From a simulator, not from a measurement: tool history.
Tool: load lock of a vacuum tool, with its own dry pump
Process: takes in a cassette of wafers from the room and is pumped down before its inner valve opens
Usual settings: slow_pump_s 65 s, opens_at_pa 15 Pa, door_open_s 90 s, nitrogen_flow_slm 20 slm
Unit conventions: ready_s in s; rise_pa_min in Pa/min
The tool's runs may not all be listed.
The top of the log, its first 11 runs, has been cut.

run,hour,slow_pump_s,opens_at_pa,door_open_s,nitrogen_flow_slm,hours that the pump has run since its overhaul,times that the door has closed on its seal,"incoming humidity of the room's air, %",ready_s,rise_pa_min
# hour 4991.9: dry pump taken out, an overhauled one fitted
12,5243.1,65,15,90,20,251,2237,45.7,102.4,0.060
13,5784.2,65,15,90,20,792,4171,46.9,103.1,0.071
14,6044.1,65,15,90,20,1052,5100,46.2,101.6,0.064
15,6305.0,65,15,106,20,1313,6033,44.8,102.8,0.076
16,6715.5,65,15,106,20,1724,7500,45.9,103.3,0.078
17,6987.9,65,15,106,20,1996,8474,42.3,103.7,0.074
18,7472.2,65,15,106,20,2480,10206,48.8,104.1,0.087
19,7853.5,71,20,33,11,2862,11569,46.5,106.4,0.064
20,8292.0,65,15,90,40,3300,13136,46.0,103.3,0.081
21,8793.0,65,15,90,40,3801,14927,40.7,106.1,0.081
22,9046.7,65,15,110,20,4055,15834,46.9,105.3,0.109
23,9297.7,65,15,110,20,4306,16732,44.9,107.3,0.104
24,9844.6,122,21,90,20,4853,18687,42.8,151.5,0.105
25,10220.4,122,21,90,20,5228,20030,43.1,151.6,0.118
26,10492.2,48,13,31,17,5500,21002,45.7,95.5,0.094
27,11020.8,48,13,57,10,6029,22892,47.2,97.4,0.128
28,11566.0,48,13,57,10,6574,24841,47.2,96.2,0.137
29,12056.1,48,13,70,10,7064,26593,45.0,96.2,0.143
30,12366.6,48,13,70,10,7375,27703,42.4,97.1,0.154
31,12907.4,94,27,149,10,7915,29636,44.8,130.4,0.193
32,13358.6,41,18,30,5,8367,31249,45.0,92.4,0.160
33,13631.7,41,13,166,5,8640,32225,42.0,95.0,0.224
34,14071.1,46,28,166,5,9079,33796,46.0,94.3,0.244
# hour 14110.7: dry pump taken out, an overhauled one fitted
35,14389.9,46,28,166,5,279,34914,44.1,81.7,0.248
36,14685.4,46,28,166,5,575,35971,48.3,82.7,0.260

Below are 4 alternative next runs, each starting from the tool's condition after run 36. Predict each:
A,15026.5,72,15,90,29,916,37190,44.7,?,?
B,15026.5,65,12,52,12,916,37190,46.4,?,?
C,15026.5,65,15,30,20,916,37190,44.7,?,?
D,15026.5,110,24,90,5,916,37190,41.2,?,?

run,ready_s,rise_pa_min
A,106.4,0.201
B,103.8,0.203
C,102.1,0.176
D,137.3,0.222
Without the tool's hidden state the same runs would have given:
run,ready_s,rise_pa_min
A,106.0,0.046
B,103.3,0.047
C,101.6,0.022
D,136.9,0.066
